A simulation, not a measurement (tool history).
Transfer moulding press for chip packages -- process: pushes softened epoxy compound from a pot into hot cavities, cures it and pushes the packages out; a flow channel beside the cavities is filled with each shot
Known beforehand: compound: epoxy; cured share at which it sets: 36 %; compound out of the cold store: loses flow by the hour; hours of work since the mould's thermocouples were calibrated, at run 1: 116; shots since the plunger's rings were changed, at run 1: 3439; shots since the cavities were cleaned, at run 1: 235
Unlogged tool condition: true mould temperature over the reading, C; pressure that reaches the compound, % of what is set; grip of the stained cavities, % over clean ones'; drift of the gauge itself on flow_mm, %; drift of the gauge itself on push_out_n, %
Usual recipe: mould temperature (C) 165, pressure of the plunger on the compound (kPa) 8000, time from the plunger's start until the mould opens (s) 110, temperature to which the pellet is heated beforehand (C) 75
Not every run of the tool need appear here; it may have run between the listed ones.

run,hour,mould temperature (C),pressure of the plunger on the compound (kPa),time from the plunger's start until the mould opens (s),temperature to which the pellet is heated beforehand (C),hours of work since the mould's thermocouples were calibrated,shots since the plunger's rings were changed,shots since the cavities were cleaned,incoming compound's hours out of the cold store,length that the compound runs in the flow channel (mm),greatest force on the pins that push the packages out (N)
1,0,165,8000,110,75,116,3439,235,13,679,458
2,5.6,165,8000,110,75,119,3480,276,44.4,604,480
3,14.1,165,8000,110,75,122,3543,339,47.2,600,470
4,25.1,165,8000,117,75,126,3624,420,17.3,657,469
5,36,165,8000,110,75,131,3704,500,29.3,631,507
6,41.8,165,8000,110,75,133,3747,543,9.3,683,502
7,48.2,165,8000,110,75,136,3795,591,41.1,609,513
# hour 55.9: cavities cleaned with cleaning compound and waxed
8,58.4,165,8000,110,75,139,3858,18,25.9,642,415
9,68.6,165,8000,110,75,144,3934,94,38.3,613,438
10,75.2,165,8000,110,75,146,3982,142,9.3,682,463
11,82.7,165,8000,110,75,149,4038,198,38.1,615,447
# hour 95.9: plunger's sealing rings changed
12,96.4,165,8000,110,75,154,4,281,47.6,639,455
13,106.9,165,8000,110,75,158,81,358,30,682,483
14,117.2,165,8000,110,75,162,157,434,43.9,647,479
15,125.2,165,8000,110,75,166,215,492,38.7,656,496
16,136.7,170,6980,92,75,170,300,577,30.1,623,515
# hour 146.1: cavities cleaned with cleaning compound and waxed
17,146.1,170,6980,92,75,174,359,0,33.5,613,419
18,156.6,170,6980,92,75,178,436,77,21.5,638,456
19,164.5,167,9860,118,65,181,494,135,24.1,765,402
20,170.6,170,6870,105,75,184,540,181,24.4,630,416
21,176,169,8000,110,66,186,579,220,30.9,656,388
22,187.3,169,8000,110,66,190,662,303,20,688,430
23,193.1,169,8000,110,84,193,705,346,22.1,676,449
24,203.2,169,8000,110,84,197,780,421,24.4,675,458

Run 25, settings as shown, results not yet in. Your forecast:
25,210.7,159,9910,107,75,200,835,476,12,?,?

{"run 25": {"length that the compound runs in the flow channel (mm)": 814, "greatest force on the pins that push the packages out (N)": 760}}
With no hidden state in the tool, this same run would have given length that the compound runs in the flow channel (mm) 830, greatest force on the pins that push the packages out (N) 631.
